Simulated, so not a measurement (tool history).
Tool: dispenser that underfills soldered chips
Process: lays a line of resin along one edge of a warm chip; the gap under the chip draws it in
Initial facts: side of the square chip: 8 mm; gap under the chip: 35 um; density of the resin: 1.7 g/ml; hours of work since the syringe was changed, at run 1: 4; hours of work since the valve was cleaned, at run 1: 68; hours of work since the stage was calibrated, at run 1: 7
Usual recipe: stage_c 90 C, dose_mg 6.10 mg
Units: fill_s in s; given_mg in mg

run    day  stage_c  dose_mg  hours of work since the syringe was changed  hours of work since the valve was cleaned  hours of work since the stage was calibrated  fill_s  given_mg
  1  0.000       90     6.10                                            4                                         68                                             7   158.6      5.64
     0.138  -- new syringe of resin
  2  0.162       90     6.10                                            0                                         70                                             9   127.7      5.70
  3  0.312      104     6.10                                            3                                         72                                            12    86.5      5.64
     0.525  -- new syringe of resin
  4  0.658      104     6.10                                            2                                         77                                            17    83.6      5.54
  5  0.833      104     6.10                                            5                                         80                                            19    99.1      5.65
     0.929  -- new syringe of resin
  6  1.208      104     6.10                                            4                                         85                                            25    94.4      5.65
     1.317  -- new syringe of resin
  7  1.450       90     6.10                                            2                                         89                                            28   139.7      5.57
     1.704  -- new syringe of resin
  8  1.767       90     6.10                                            1                                         93                                            33   129.9      5.55
     2.096  -- new syringe of resin
  9  2.108       90     6.10                                            0                                         98                                            38   120.5      5.39
     2.217  -- dispensing valve cleaned and set on the balance
 10  2.329       90     6.10                                            3                                          2                                            40   144.9      6.10
     2.533  -- new syringe of resin
 11  2.650       88     6.10                                            2                                          6                                            45   148.6      6.07
 12  2.879       88     6.10                                            5                                         10                                            49   188.9      6.05
     2.946  -- new syringe of resin
 13  3.179       88     5.31                                            4                                         14                                            53   171.9      5.29
     3.338  -- new syringe of resin
 14  3.338       88     5.31                                            0                                         16                                            55   136.1      5.32
 15  3.546       90     6.10                                            3                                         20                                            58   149.9      6.10
     3.729  -- new syringe of resin
 16  3.783       90     6.10                                            1                                         23                                            62   127.9      5.94
 17  3.933       90     6.10                                            3                                         25                                            64   146.7      5.93
     4.117  -- new syringe of resin
 18  4.221       91     7.75                                            2                                         29                                            68   128.2      7.62
     4.508  -- new syringe of resin
 19  4.529       84     5.89                                            0                                         34                                            73   157.7      5.75
     4.892  -- new syringe of resin
 20  4.892       95     7.38                                            0                                         39                                            78    98.0      7.18
 21  5.138       95     5.51                                            4                                         43                                            82   131.8      5.31
     5.292  -- new syringe of resin
 22  5.442       85     6.65                                            2                                         47                                            86   165.5      6.39
     5.679  -- new syringe of resin
 23  5.679       83     6.61                                            0                                         51                                            89   159.9      6.31
 24  5.988       93     6.68                                            5                                         55                                            94   143.9      6.39
     6.062  -- new syringe of resin
 25  6.212       84     5.76                                            2                                         59                                            97   181.4      5.52
 26  6.421       80     5.44                                            5                                         62                                           100   265.5      5.09
     6.450  -- new syringe of resin
 27  6.621      103     7.41                                            3                                         65                                           103    86.1      7.02
     6.846  -- new syringe of resin
 28  6.942       77     5.53                                            1                                         69                                           108   229.7      5.20
     7.225  -- new syringe of resin
 29  7.317      100     6.86                                            1                                         75                                           113    87.4      6.39
     7.617  -- new syringe of resin
 30  7.662      100     6.86                                            1                                         80                                           118    86.2      6.41
 31  7.938       87     5.53                                            5                                         84                                           123   195.4      5.21
     8.008  -- new syringe of resin
 32  8.233       80     6.23                                            3                                         88                                           127   226.0      5.77
     8.404  -- new syringe of resin
 33  8.592       89     7.02                                            3                                         93                                           132   149.4      6.42
     8.783  -- new syringe of resin
 34  8.783       95     6.89                                            0                                         96                                           135    97.3      6.34

Forecast each of these 3 alternatives for the next run:
     9.046  -- dispensing valve cleaned and set on the balance
  A  9.108       76     5.71                                            4                                          1                                           139       ?         ?
     9.046  -- dispensing valve cleaned and set on the balance
  B  9.108      100     6.10                                            4                                          1                                           139       ?         ?
     9.046  -- dispensing valve cleaned and set on the balance
  C  9.108       98     6.23                                            4                                          1                                           139       ?         ?

run  fill_s  given_mg
  A   281.4      5.76
  B   106.6      6.09
  C   112.5      6.18
Stripped of hidden state, with their random variation kept, the same runs would have yielded:
run  fill_s  given_mg
  A   221.8      5.74
  B    83.6      6.07
  C    88.2      6.16

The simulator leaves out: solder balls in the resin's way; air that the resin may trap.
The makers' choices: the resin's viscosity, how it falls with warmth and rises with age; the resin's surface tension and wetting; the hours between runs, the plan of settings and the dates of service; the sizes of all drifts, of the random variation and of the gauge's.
